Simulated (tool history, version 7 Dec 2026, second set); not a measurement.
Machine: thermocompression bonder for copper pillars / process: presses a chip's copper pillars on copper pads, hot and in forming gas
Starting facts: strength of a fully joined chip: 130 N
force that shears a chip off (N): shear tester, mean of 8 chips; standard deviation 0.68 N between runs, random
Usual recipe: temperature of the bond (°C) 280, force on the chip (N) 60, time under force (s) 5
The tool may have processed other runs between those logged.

run	hour	temperature of the bond (°C)	force on the chip (N)	time under force (s)	force that shears a chip off (N)
1	0	280	60	5	59.3
2	56.4	280	60	5	58.8
3	97.2	280	60	5	57.4
4	144.2	280	60	5	56.7
5	206.5	280	60	5	57.4
# hour 235.8: forming gas filter changed
6	268	280	60	5	58.1
7	331.1	280	60	5	58.4
8	389.7	280	60	5	57
9	451.1	280	60	5	55.3
10	511.9	280	60	12	73.5
11	573.6	280	57	12	70.2
12	620	293	60	5	65.5
13	670.5	280	60	5	54.1
14	714.2	280	60	5	54.4
# hour 747.9: force cell calibrated
15	762.4	280	60	5	54.9
# hour 778.7: forming gas filter changed
# hour 786.5: heater calibrated with a thermocouple chip
16	814.2	280	72	5	73.6
17	845	280	60	5	62.3
18	877.8	280	72	5	72.1
19	916.3	280	72	5	74.4
20	951.6	280	72	5	71
21	986.9	280	72	12	91.6
22	1046.6	280	59	5	58.7
23	1097.7	293	45	5	55
24	1150.6	287	45	5	49.3
25	1186.1	287	45	5	49.2
26	1246.7	256	87	8	64.3
27	1293.3	307	81	4	89.8
# hour 1323: forming gas filter changed
28	1333.4	307	81	4	94.9
29	1369.3	280	73	6	72.8
30	1421.6	253	83	6	53.4
31	1471.4	294	51	4	56.1
32	1524.8	268	51	7	43.8
33	1581.6	268	51	7	44.2
34	1633.3	299	79	5	87
# hour 1650.9: force cell calibrated
35	1663.7	268	79	5	61.8
36	1708	268	79	5	59.3
# hour 1730.7: heater calibrated with a thermocouple chip
37	1748.3	268	79	5	65.2
38	1775.2	306	72	3	83.1

Branching from run 38: 3 alternative next runs. What would each branch give?
A	1808.8	306	56	3	?
B	1808.8	303	68	5	?
C	1808.8	307	41	3	?

run	force that shears a chip off (N)
A	66.4
B	87.7
C	51.9
Stripped of hidden state, with their random variation kept, the same runs would have yielded:
run	force that shears a chip off (N)
A	70.8
B	92.9
C	55.4

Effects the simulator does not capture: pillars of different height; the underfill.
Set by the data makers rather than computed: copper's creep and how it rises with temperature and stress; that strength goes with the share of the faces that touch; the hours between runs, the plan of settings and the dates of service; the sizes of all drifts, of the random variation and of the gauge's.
